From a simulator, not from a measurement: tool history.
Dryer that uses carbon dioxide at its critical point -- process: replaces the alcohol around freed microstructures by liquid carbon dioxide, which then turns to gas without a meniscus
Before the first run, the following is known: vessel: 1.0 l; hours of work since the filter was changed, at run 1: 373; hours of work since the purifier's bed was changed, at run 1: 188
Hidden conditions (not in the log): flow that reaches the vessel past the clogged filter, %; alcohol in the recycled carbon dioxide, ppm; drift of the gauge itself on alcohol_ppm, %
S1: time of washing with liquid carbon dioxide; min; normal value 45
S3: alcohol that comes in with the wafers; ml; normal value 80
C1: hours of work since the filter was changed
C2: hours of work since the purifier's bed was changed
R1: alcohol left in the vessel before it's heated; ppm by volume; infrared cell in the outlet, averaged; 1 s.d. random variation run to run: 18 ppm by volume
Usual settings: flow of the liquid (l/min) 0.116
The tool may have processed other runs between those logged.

Run 1, hour 0.0: usual settings; C1 373; C2 188. Result: R1 1679 ppm by volume.
Run 2, hour 14.2: usual settings; C1 379; C2 194. Result: R1 1707 ppm by volume.
Run 3, hour 27.7: usual settings; C1 384; C2 199. Result: R1 1696 ppm by volume.
Run 4, hour 41.3: usual settings; C1 389; C2 204. Result: R1 1701 ppm by volume.
Run 5, hour 51.1: usual settings; C1 393; C2 208. Result: R1 1721 ppm by volume.
Run 6, hour 62.6: usual settings but flow of the liquid (l/min) 0.099; C1 398; C2 213. Result: R1 2893 ppm by volume.
Run 7, hour 72.1: usual settings; C1 401; C2 216. Result: R1 1733 ppm by volume.
Run 8, hour 87.3: usual settings; C1 407; C2 222. Result: R1 1752 ppm by volume.
Run 9, hour 105.3: usual settings; C1 414; C2 229. Result: R1 1768 ppm by volume.
Run 10, hour 124.0: usual settings but S1 44 min; C1 422; C2 237. Result: R1 1911 ppm by volume.
At hour 130.4: inlet filter changed.
Run 11, hour 133.3: usual settings; C1 1; C2 240. Result: R1 1219 ppm by volume.
Run 12, hour 145.7: usual settings; C1 6; C2 245. Result: R1 1231 ppm by volume.
Run 13, hour 160.5: usual settings; C1 12; C2 251. Result: R1 1258 ppm by volume.
Run 14, hour 170.7: usual settings but S1 48 min; C1 16; C2 255. Result: R1 946 ppm by volume.
Run 15, hour 190.9: usual settings; C1 24; C2 263. Result: R1 1265 ppm by volume.
Run 16, hour 205.9: usual settings; C1 29; C2 268. Result: R1 1248 ppm by volume.
Run 17, hour 219.0: usual settings but flow of the liquid (l/min) 0.162; C1 35; C2 273. Result: R1 295 ppm by volume.
Run 18, hour 228.5: usual settings but S1 60 min, flow of the liquid (l/min) 0.101, S3 45 ml; C1 38; C2 277. Result: R1 389 ppm by volume.
Run 19, hour 245.4: usual settings but S1 53 min, flow of the liquid (l/min) 0.129, S3 43 ml; C1 45; C2 284. Result: R1 239 ppm by volume.
Run 20, hour 261.5: usual settings but flow of the liquid (l/min) 0.097, S3 84 ml; C1 51; C2 290. Result: R1 2572 ppm by volume.
Run 21, hour 278.0: usual settings but S1 65 min, flow of the liquid (l/min) 0.106, S3 20 ml; C1 58; C2 297. Result: R1 148 ppm by volume.
Run 22, hour 286.5: usual settings but S1 32 min, flow of the liquid (l/min) 0.082, S3 32 ml; C1 61; C2 300. Result: R1 3895 ppm by volume.
Run 23, hour 299.9: usual settings but S1 52 min, flow of the liquid (l/min) 0.154, S3 54 ml; C1 66; C2 305. Result: R1 168 ppm by volume.
Run 24, hour 318.8: usual settings but S1 34 min, flow of the liquid (l/min) 0.090; C1 74; C2 312. Result: R1 6850 ppm by volume.
Run 25, hour 332.8: usual settings but S1 68 min, S3 72 ml; C1 79; C2 318. Result: R1 202 ppm by volume.
Run 26, hour 352.8: usual settings but S1 68 min, S3 72 ml; C1 87; C2 326. Result: R1 215 ppm by volume.
Run 27, hour 367.2: usual settings but S1 30 min, flow of the liquid (l/min) 0.077, S3 27 ml; C1 93; C2 331. Result: R1 4192 ppm by volume.
Run 28, hour 380.2: usual settings but S3 68 ml; C1 98; C2 336. Result: R1 1129 ppm by volume.
Run 29, hour 388.7: usual settings but flow of the liquid (l/min) 0.166, S3 68 ml; C1 101; C2 340. Result: R1 261 ppm by volume.
Run 30, hour 402.9: usual settings but flow of the liquid (l/min) 0.166, S3 68 ml; C1 106; C2 345. Result: R1 265 ppm by volume.
Run 31, hour 414.4: usual settings but flow of the liquid (l/min) 0.166, S3 68 ml; C1 111; C2 350. Result: R1 269 ppm by volume.
Run 32, hour 428.5: usual settings but flow of the liquid (l/min) 0.166, S3 68 ml; C1 116; C2 355. Result: R1 279 ppm by volume.
Run 33, hour 441.4: usual settings but flow of the liquid (l/min) 0.166, S3 68 ml; C1 122; C2 360. Result: R1 270 ppm by volume.

Difference, measured minus no-hidden-state, one row per run. Run-to-run variation is common to both terms; the gauge's own scatter need not be:
run    R1
  1  +506
  2  +518
  3  +524
  4  +530
  5  +541
  6  +795
  7  +556
  8  +568
  9  +583
 10  +623
 11   +56
 12   +63
 13   +70
 14   +69
 15   +84
 16   +89
 17   +66
 18   +70
 19   +67
 20  +161
 21   +66
 22  +171
 23   +72
 24  +328
 25   +79
 26   +82
 27  +217
 28  +155
 29   +90
 30   +91
 31   +96
 32   +99
 33  +100
